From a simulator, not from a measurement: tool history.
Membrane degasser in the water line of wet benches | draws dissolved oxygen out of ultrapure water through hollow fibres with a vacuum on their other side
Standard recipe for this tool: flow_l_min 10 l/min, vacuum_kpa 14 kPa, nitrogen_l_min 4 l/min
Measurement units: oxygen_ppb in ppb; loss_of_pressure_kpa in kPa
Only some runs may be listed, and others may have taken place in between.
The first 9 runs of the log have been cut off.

run    hour  flow_l_min  vacuum_kpa  nitrogen_l_min  oxygen_ppb  loss_of_pressure_kpa
 10   664.2          10        28.6               4       159.5                 38.28
 11   720.2          10        28.6               4       166.6                  38.5
 12   822.2          10        28.6               4         165                 38.74
 13   878.8          10        28.6               4       166.5                 38.42
 14   983.9          10          14            5.58        58.8                 38.58
 15    1054          10          14               4        76.9                  38.7
     1073.6  -- seals of the vacuum lines changed
 16  1133.2          10          14               4        76.7                 38.55
 17  1201.5           7        20.6            5.44        57.6                 27.31
 18  1265.1           6        16.3            5.44        36.8                 23.42
 19  1362.1          11          17            9.87        54.2                 42.71
 20  1474.5           7        17.5               4        62.9                 27.39
 21  1588.4           7        23.9               4        92.9                  27.2
 22  1702.3           7        23.9               4          92                 27.12
 23  1766.3           7        23.9               4        91.1                 27.45
 24  1852.2          11          14            1.78       174.6                 42.96
 25  1936.7          13        19.1            8.94        86.8                 50.95
 26  2000.6          10         9.8            2.05        87.8                 39.01
 27  2098.1          10         9.8            2.05        86.9                 39.22
 28  2176.8          10         9.8            2.05        88.8                 39.23
 29  2277.7           9         9.8            2.05        76.6                 34.93
 30  2328.6           9         9.8            2.05        76.5                 35.04
 31  2382.9          13        11.7            2.05       156.4                 50.76
 32    2440          13        11.7            3.82        98.6                 50.98

Below are 4 alternative next runs, each starting from the tool's condition after run 32. Predict each:
  A  2536.2           6        21.6            3.82           ?                     ?
  B  2536.2           8        30.9            11.7           ?                     ?
  C  2536.2          13        20.5            6.89           ?                     ?
  D  2536.2           9        14.9            8.74           ?                     ?

run  oxygen_ppb  loss_of_pressure_kpa
  A        72.7                 23.47
  B        51.7                  31.2
  C       109.4                 51.48
  D        36.1                 35.33
Without the tool's unlogged condition, the same runs would have read:
run  oxygen_ppb  loss_of_pressure_kpa
  A        72.6                 22.95
  B        51.6                  30.5
  C       109.2                 50.34
  D          36                 34.54
